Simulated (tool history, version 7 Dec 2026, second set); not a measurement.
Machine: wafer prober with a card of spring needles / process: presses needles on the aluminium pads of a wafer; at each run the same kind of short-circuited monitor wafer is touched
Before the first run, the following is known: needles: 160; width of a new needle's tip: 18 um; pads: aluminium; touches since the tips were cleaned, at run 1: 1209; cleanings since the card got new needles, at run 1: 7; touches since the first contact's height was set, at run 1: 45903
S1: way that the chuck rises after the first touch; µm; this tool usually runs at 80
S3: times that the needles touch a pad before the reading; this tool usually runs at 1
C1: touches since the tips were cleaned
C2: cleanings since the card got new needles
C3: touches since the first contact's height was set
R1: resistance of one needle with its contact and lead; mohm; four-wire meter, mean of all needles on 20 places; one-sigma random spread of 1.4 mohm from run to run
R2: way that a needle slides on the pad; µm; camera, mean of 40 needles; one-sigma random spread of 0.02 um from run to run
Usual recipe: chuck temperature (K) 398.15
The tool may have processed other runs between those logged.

run 1 hour=0 | S1=80 chuck_temperature_(K)=398.15 S3=1 | C1=1209 C2=7 C3=45903 | R1=122 R2=10.11
run 2 hour=8.6 | S1=80 chuck_temperature_(K)=398.15 S3=1 | C1=3427 C2=7 C3=48121 | R1=124 R2=10.1
run 3 hour=14 | S1=80 chuck_temperature_(K)=398.15 S3=1 | C1=4836 C2=7 C3=49530 | R1=125 R2=10.09
-- hour=16.5 tips cleaned on abrasive film
run 4 hour=19.2 | S1=80 chuck_temperature_(K)=398.15 S3=1 | C1=695 C2=8 C3=50847 | R1=125 R2=10.13
run 5 hour=27.3 | S1=80 chuck_temperature_(K)=398.15 S3=1 | C1=2798 C2=8 C3=52950 | R1=123 R2=10.12
run 6 hour=35.9 | S1=80 chuck_temperature_(K)=398.15 S3=1 | C1=5030 C2=8 C3=55182 | R1=122 R2=10.13
-- hour=37.7 tips cleaned on abrasive film
run 7 hour=41.9 | S1=80 chuck_temperature_(K)=398.15 S3=2 | C1=1087 C2=9 C3=56709 | R1=120 R2=10.16
run 8 hour=51.4 | S1=80 chuck_temperature_(K)=398.15 S3=2 | C1=3565 C2=9 C3=59187 | R1=122 R2=10.18
run 9 hour=58.2 | S1=80 chuck_temperature_(K)=398.15 S3=1 | C1=5325 C2=9 C3=60947 | R1=121 R2=10.19
-- hour=59 tips cleaned on abrasive film
run 10 hour=63.8 | S1=80 chuck_temperature_(K)=398.15 S3=1 | C1=1247 C2=10 C3=62366 | R1=122 R2=10.18
run 11 hour=69 | S1=80 chuck_temperature_(K)=398.15 S3=1 | C1=2597 C2=10 C3=63716 | R1=123 R2=10.16
run 12 hour=76.8 | S1=96 chuck_temperature_(K)=398.15 S3=1 | C1=4636 C2=10 C3=65755 | R1=122 R2=12.22
-- hour=80.1 tips cleaned on abrasive film
run 13 hour=82.8 | S1=96 chuck_temperature_(K)=398.15 S3=1 | C1=703 C2=11 C3=67275 | R1=120 R2=12.24
run 14 hour=90 | S1=78 chuck_temperature_(K)=351.15 S3=1 | C1=2559 C2=11 C3=69131 | R1=118 R2=9.93
run 15 hour=98.1 | S1=80 chuck_temperature_(K)=348.15 S3=2 | C1=4655 C2=11 C3=71227 | R1=117 R2=10.22
-- hour=101.4 tips cleaned on abrasive film
run 16 hour=107 | S1=78 chuck_temperature_(K)=298.15 S3=2 | C1=1450 C2=12 C3=73511 | R1=109 R2=9.96
run 17 hour=112.9 | S1=70 chuck_temperature_(K)=351.15 S3=2 | C1=2982 C2=12 C3=75043 | R1=119 R2=8.96
run 18 hour=121.8 | S1=65 chuck_temperature_(K)=311.15 S3=1 | C1=5307 C2=12 C3=77368 | R1=113 R2=8.33
-- hour=122.5 tips cleaned on abrasive film
run 19 hour=130.4 | S1=65 chuck_temperature_(K)=311.15 S3=1 | C1=2037 C2=13 C3=79563 | R1=112 R2=8.31
run 20 hour=134.9 | S1=65 chuck_temperature_(K)=311.15 S3=1 | C1=3208 C2=13 C3=80734 | R1=112 R2=8.34
run 21 hour=139.8 | S1=65 chuck_temperature_(K)=322.15 S3=1 | C1=4465 C2=13 C3=81991 | R1=117 R2=8.3
-- hour=144.3 tips cleaned on abrasive film
run 22 hour=148.5 | S1=65 chuck_temperature_(K)=342.15 S3=1 | C1=1098 C2=14 C3=84242 | R1=119 R2=8.32
run 23 hour=157.8 | S1=97 chuck_temperature_(K)=342.15 S3=1 | C1=3492 C2=14 C3=86636 | R1=114 R2=12.46
-- hour=158.6 gauge calibrated
run 24 hour=163.3 | S1=97 chuck_temperature_(K)=342.15 S3=1 | C1=4932 C2=14 C3=88076 | R1=117 R2=12.26
-- hour=165.5 tips cleaned on abrasive film
run 25 hour=169.4 | S1=84 chuck_temperature_(K)=338.15 S3=1 | C1=999 C2=15 C3=89624 | R1=116 R2=10.59
run 26 hour=176.6 | S1=81 chuck_temperature_(K)=398.15 S3=3 | C1=2868 C2=15 C3=91493 | R1=125 R2=10.22

Consider 5 possible next runs. They are alternatives, not a sequence: every one starts from the tool as it was left by run 26. What does each give?
run A hour=183 | S1=92 chuck_temperature_(K)=398.15 S3=3 | C1=4534 C2=15 C3=93159 | R1=? R2=?
run B hour=183 | S1=70 chuck_temperature_(K)=334.15 S3=2 | C1=4534 C2=15 C3=93159 | R1=? R2=?
run C hour=183 | S1=62 chuck_temperature_(K)=398.15 S3=2 | C1=4534 C2=15 C3=93159 | R1=? R2=?
run D hour=183 | S1=80 chuck_temperature_(K)=305.15 S3=2 | C1=4534 C2=15 C3=93159 | R1=? R2=?
run E hour=183 | S1=94 chuck_temperature_(K)=312.15 S3=3 | C1=4534 C2=15 C3=93159 | R1=? R2=?

run=A R1=122 R2=11.68
run=B R1=114 R2=8.84
run=C R1=128 R2=7.84
run=D R1=112 R2=10.14
run=E R1=111 R2=11.9
Without the tool's hidden state the same runs would have given:
run=A R1=122 R2=11.64
run=B R1=114 R2=8.82
run=C R1=128 R2=7.82
run=D R1=111 R2=10.11
run=E R1=111 R2=11.87
